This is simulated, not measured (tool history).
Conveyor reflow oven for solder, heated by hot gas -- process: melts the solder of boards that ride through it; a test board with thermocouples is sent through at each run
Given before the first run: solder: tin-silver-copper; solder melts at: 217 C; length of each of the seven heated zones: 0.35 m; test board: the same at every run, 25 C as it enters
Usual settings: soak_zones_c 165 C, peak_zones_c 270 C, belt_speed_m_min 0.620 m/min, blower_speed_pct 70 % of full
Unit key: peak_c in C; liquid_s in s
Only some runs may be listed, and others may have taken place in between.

run	hour	soak_zones_c	peak_zones_c	belt_speed_m_min	blower_speed_pct	peak_c	liquid_s
1	0.0	165	270	0.620	70	253.7	50.4
2	48.6	174	270	0.620	70	255.3	54.0
3	71.3	165	270	0.620	70	253.9	50.8
4	93.3	165	270	0.620	70	253.7	50.5
5	115.1	165	270	0.620	70	253.8	50.1
6	144.1	165	270	0.620	70	254.1	50.5
7	172.6	165	270	0.620	70	254.0	49.8
# hour 192.9: belt drive overhauled, speed set with a stopwatch
8	212.4	165	270	0.619	70	252.6	48.5

Estimate the outcome of run 9 from the log above:
# hour 256.9: flux residue cleaned out of gas plates and filters
9	264.6	165	270	0.619	70	?	?

peak_c: 253.7 C
liquid_s: 49.0 s
If the tool had no hidden condition, the same run with the same run-to-run variation would have returned peak_c 252.3 C, liquid_s 48.0 s.

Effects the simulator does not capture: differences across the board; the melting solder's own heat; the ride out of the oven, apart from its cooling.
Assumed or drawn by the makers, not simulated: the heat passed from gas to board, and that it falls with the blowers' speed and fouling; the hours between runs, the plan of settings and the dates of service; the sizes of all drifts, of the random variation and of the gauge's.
